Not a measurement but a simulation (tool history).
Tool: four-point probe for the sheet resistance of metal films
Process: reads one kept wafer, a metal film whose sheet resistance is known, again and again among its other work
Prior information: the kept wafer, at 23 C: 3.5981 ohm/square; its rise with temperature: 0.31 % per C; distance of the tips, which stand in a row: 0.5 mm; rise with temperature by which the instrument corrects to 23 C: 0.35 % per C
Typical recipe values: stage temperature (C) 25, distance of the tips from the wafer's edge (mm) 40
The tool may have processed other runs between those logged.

run   hour  stage temperature (C)  distance of the tips from the wafer's edge (mm)  sheet resistance as the instrument gives it (ohm/square)
  1      0                     25                                               40                                                  3.569453
  2    7.6                     25                                               40                                                  3.570724
  3   19.5                     25                                               40                                                  3.569718
  4   32.9                     23                                               40                                                  3.573282
  5   50.5                     23                                               40                                                  3.572276
  6   62.6                     18                                               40                                                  3.578878
  7   73.1                     18                                               40                                                  3.577995
  8   88.6                     25                                                5                                                  3.588558
  9   97.1                     25                                                5                                                  3.588513
 10  104.9                     25                                                5                                                  3.589738
 11  117.6                     25                                                5                                                  3.589273
 12  135.4                     25                                               40                                                  3.570029
 13  148.3                     25                                               40                                                  3.569848
 14  159.2                     25                                               40                                                  3.570695
 15  169.7                     25                                               12                                                  3.573154
     171.2  -- stage's thermometer calibrated
 16  185.4                     25                                               40                                                  3.569214
     199.4  -- stage's thermometer calibrated, once more
 17  201.9                     22                                               40                                                  3.572824
 18  213.6                     25                                                5                                                  3.588584
 19  230.2                     25                                               30                                                  3.570998
 20  247.1                     25                                               30                                                  3.569182
 21  262.5                     25                                                4                                                  3.598756
 22  272.1                     25                                                4                                                  3.599683
 23  280.5                     25                                                4                                                  3.599302
 24  291.2                     25                                                8                                                  3.577386
 25  307.5                     25                                                8                                                  3.575597
 26  319.9                     25                                                8                                                  3.577008
 27  337.2                     25                                                8                                                  3.577662
 28  345.9                     25                                                8                                                  3.575893
 29  357.6                     22                                                6                                                  3.584736
 30  366.3                     23                                               67                                                  3.571453
 31  374.1                     23                                               67                                                  3.569819
 32  392.1                     25                                                4                                                  3.597283
 33  404.4                     25                                                4                                                  3.599336
 34  415.3                     32                                                5                                                  3.580371
 35    426                     32                                                5                                                  3.580351
 36  440.9                     34                                               29                                                  3.559199
 37  457.5                     27                                               14                                                  3.567948
 38  473.1                     27                                               14                                                  3.567669
 39  489.4                     26                                               12                                                  3.569794
 40  503.2                     18                                               27                                                  3.575703
 41  512.3                     25                                               36                                                  3.567847
 42  522.5                     23                                               47                                                  3.570626
 43  532.3                     23                                               47                                                   3.56852
 44    540                     30                                                4                                                  3.590445
 45  551.5                     26                                                6                                                  3.579215
 46  561.3                     33                                               29                                                  3.559764

Here are 3 independent what-if runs from the current tool condition. What would each one return?
  A  575.2                     23                                                5                                                         ?
  B  575.2                     33                                               50                                                         ?
  C  575.2                     26                                               72                                                         ?

run  sheet resistance as the instrument gives it (ohm/square)
  A                                                  3.587955
  B                                                  3.558197
  C                                                  3.566885
With the hidden condition removed and each run's random variation left untouched, the same runs would have given:
run  sheet resistance as the instrument gives it (ohm/square)
  A                                                  3.617182
  B                                                  3.587161
  C                                                  3.595942

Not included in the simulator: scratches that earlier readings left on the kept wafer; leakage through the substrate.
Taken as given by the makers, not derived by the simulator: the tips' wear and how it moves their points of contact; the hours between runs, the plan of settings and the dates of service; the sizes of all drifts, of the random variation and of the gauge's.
